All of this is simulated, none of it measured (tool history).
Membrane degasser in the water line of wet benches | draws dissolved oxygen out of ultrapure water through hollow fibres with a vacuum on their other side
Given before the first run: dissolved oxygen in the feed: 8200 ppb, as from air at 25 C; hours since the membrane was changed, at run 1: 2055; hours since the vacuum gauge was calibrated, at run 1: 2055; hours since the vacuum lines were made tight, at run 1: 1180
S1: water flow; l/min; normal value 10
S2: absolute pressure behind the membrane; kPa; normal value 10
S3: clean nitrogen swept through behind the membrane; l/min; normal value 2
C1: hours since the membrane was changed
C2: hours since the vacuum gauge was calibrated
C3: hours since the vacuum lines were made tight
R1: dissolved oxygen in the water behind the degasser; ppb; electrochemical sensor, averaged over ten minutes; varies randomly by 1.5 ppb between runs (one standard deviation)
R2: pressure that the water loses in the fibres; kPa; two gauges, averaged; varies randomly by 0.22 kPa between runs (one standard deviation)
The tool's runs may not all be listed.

run	hour	S1	S2	S3	C1	C2	C3	R1	R2
1	0	10	10	2	2055	2055	1180	147.5	54.22
2	91.4	14	10	2	2147	2147	1271	223.7	76.25
3	168.4	14	10	2	2224	2224	1348	223.6	75.83
4	246.3	14	10	2	2302	2302	1426	228	76.14
5	330.2	10	10	2	2386	2386	1510	148.4	54.6
6	385	10	10	2	2441	2441	1565	152.8	54.31
7	455.1	10	10	1.16	2511	2511	1635	204	54.36
8	535.9	10	10	1.16	2591	2591	1716	209.7	54.48
9	596.9	10	10	1.16	2652	2652	1777	202.7	54.46
10	689.1	10	10	1.16	2745	2745	1869	200.7	54.82
11	775.1	9	10	2	2831	2831	1955	130.4	48.96
12	841.8	9	10	2	2897	2897	2022	131.4	48.54
13	898.6	9	10	3.7	2954	2954	2079	99.1	48.83
14	959.8	9	10	3.7	3015	3015	2140	97.2	48.51
15	1048.5	9	10	3.7	3104	3104	2228	98	48.89
16	1141.3	10	10.5	2	3197	3197	2321	156.5	54.21
17	1230.6	10	10.5	2	3286	3286	2410	157.1	54.8
18	1303.6	15	10.5	2.64	3359	3359	2483	224.5	81.24
19	1396.6	10	9.7	2.64	3452	3452	2577	126.7	54.46
20	1459.7	10	9.7	4.7	3515	3515	2640	103.6	54.34
# hour 1487: vacuum gauge calibrated
21	1534.4	10	9.7	1.1	3589	47	2714	209.6	54.32
22	1582.9	10	9.7	1.1	3638	96	2762	206.5	54.37
23	1677.5	10	9.7	1.1	3732	191	2857	202.6	54.19
24	1758.6	9	18	0.96	3814	272	2938	371.1	48.85
25	1839.2	9	18	0.96	3894	352	3019	366.6	48.59
26	1947.9	10	25	2	4003	461	3127	322.7	54.43
27	1992.7	10	10	2.36	4048	506	3172	138.1	54.59
28	2093.1	13	6.1	3.14	4148	606	3273	131.7	70.71
29	2175.5	12	6.1	3.14	4230	689	3355	118.8	65.3
30	2278.9	12	6.1	3.14	4334	792	3458	118.3	64.95
31	2345.4	12	6.1	3.14	4400	858	3525	119.9	65.47

Run 32 comes next. What will it give?
32	2429.8	10	10	5.77	4485	943	3609	?	?

Logged for run 32: R1 96.3 ppb, R2 53.97 kPa.
With no hidden state in the tool, this same run would have given R1 96.1 ppb, R2 53.94 kPa.
